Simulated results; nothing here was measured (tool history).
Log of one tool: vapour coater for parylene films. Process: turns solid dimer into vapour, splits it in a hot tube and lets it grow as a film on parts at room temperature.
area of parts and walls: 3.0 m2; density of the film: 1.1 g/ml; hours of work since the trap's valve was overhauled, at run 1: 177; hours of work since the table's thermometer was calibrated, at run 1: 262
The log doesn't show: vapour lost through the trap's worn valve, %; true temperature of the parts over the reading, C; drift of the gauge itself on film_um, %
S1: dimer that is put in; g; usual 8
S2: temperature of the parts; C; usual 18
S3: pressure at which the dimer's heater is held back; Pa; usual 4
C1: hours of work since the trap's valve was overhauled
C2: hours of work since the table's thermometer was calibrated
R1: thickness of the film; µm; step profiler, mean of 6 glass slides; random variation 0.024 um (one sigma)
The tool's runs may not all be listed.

{"run": 1, "day": 0.0, "S1": 8, "S2": 18, "S3": 4, "C1": 177, "C2": 262, "R1": 1.67}
{"run": 2, "day": 0.646, "S1": 8, "S2": 18, "S3": 4, "C1": 184, "C2": 269, "R1": 1.7}
{"run": 3, "day": 1.267, "S1": 8, "S2": 18, "S3": 4.46, "C1": 191, "C2": 276, "R1": 1.61}
{"run": 4, "day": 1.912, "S1": 8, "S2": 18, "S3": 2.96, "C1": 198, "C2": 283, "R1": 1.79}
{"run": 5, "day": 2.438, "S1": 8, "S2": 18, "S3": 2.96, "C1": 204, "C2": 289, "R1": 1.78}
{"run": 6, "day": 2.783, "S1": 8, "S2": 18, "S3": 2.96, "C1": 208, "C2": 292, "R1": 1.8}
{"run": 7, "day": 3.2, "S1": 8, "S2": 18, "S3": 2.96, "C1": 212, "C2": 297, "R1": 1.78}
{"run": 8, "day": 3.542, "S1": 8, "S2": 18, "S3": 4, "C1": 216, "C2": 301, "R1": 1.72}
{"run": 9, "day": 3.921, "S1": 8, "S2": 18, "S3": 4, "C1": 220, "C2": 305, "R1": 1.62}
{"run": 10, "day": 4.496, "S1": 8, "S2": 18, "S3": 4.9, "C1": 227, "C2": 312, "R1": 1.58}
{"run": 11, "day": 4.871, "S1": 8, "S2": 18, "S3": 4, "C1": 231, "C2": 316, "R1": 1.64}
{"run": 12, "day": 5.404, "S1": 8, "S2": 18, "S3": 10.47, "C1": 237, "C2": 322, "R1": 1.36}
{"run": 13, "day": 6.046, "S1": 8, "S2": 13, "S3": 10.47, "C1": 244, "C2": 329, "R1": 1.69}
{"run": 14, "day": 6.658, "S1": 8, "S2": 13, "S3": 10.47, "C1": 251, "C2": 336, "R1": 1.66}
{"run": 15, "day": 6.954, "S1": 8, "S2": 13, "S3": 5.26, "C1": 254, "C2": 339, "R1": 1.91}
{"run": 16, "day": 7.608, "S1": 8, "S2": 13, "S3": 5.26, "C1": 261, "C2": 346, "R1": 2}
{"run": 17, "day": 7.912, "S1": 8, "S2": 13, "S3": 5.26, "C1": 265, "C2": 349, "R1": 1.88}
{"run": 18, "day": 8.288, "S1": 8, "S2": 18, "S3": 4, "C1": 269, "C2": 354, "R1": 1.65}
{"run": 19, "day": 8.725, "S1": 8, "S2": 23, "S3": 4, "C1": 274, "C2": 359, "R1": 1.39}
{"run": 20, "day": 9.329, "S1": 8, "S2": 23, "S3": 4, "C1": 281, "C2": 365, "R1": 1.37}
{"run": 21, "day": 9.696, "S1": 6, "S2": 11, "S3": 2.24, "C1": 285, "C2": 369, "R1": 1.71}
{"run": 22, "day": 10.017, "S1": 5, "S2": 15, "S3": 2.24, "C1": 288, "C2": 373, "R1": 1.31}
{"run": 23, "day": 10.479, "S1": 5, "S2": 15, "S3": 2.24, "C1": 293, "C2": 378, "R1": 1.31}
{"run": 24, "day": 10.792, "S1": 4, "S2": 11, "S3": 2.24, "C1": 297, "C2": 381, "R1": 1.15}
{"run": 25, "day": 11.333, "S1": 12, "S2": 18, "S3": 4, "C1": 303, "C2": 387, "R1": 2.46}
{"run": 26, "day": 12.004, "S1": 12, "S2": 18, "S3": 4, "C1": 310, "C2": 395, "R1": 2.47}
{"day": 12.104, "done": "table's thermometer calibrated"}
{"run": 27, "day": 12.342, "S1": 12, "S2": 18, "S3": 4, "C1": 314, "C2": 3, "R1": 2.47}
{"run": 28, "day": 12.762, "S1": 12, "S2": 18, "S3": 4, "C1": 318, "C2": 7, "R1": 2.38}

Run 29 comes next. What will it give?
{"day": 13.312, "done": "table's thermometer calibrated, once more"}
{"run": 29, "day": 13.388, "S1": 7, "S2": 18, "S3": 4.1, "C1": 325, "C2": 1, "R1": "?"}

Run 29 gave R1 1.39 µm.
Without the tool's hidden state the same run would have given R1 1.49 µm.
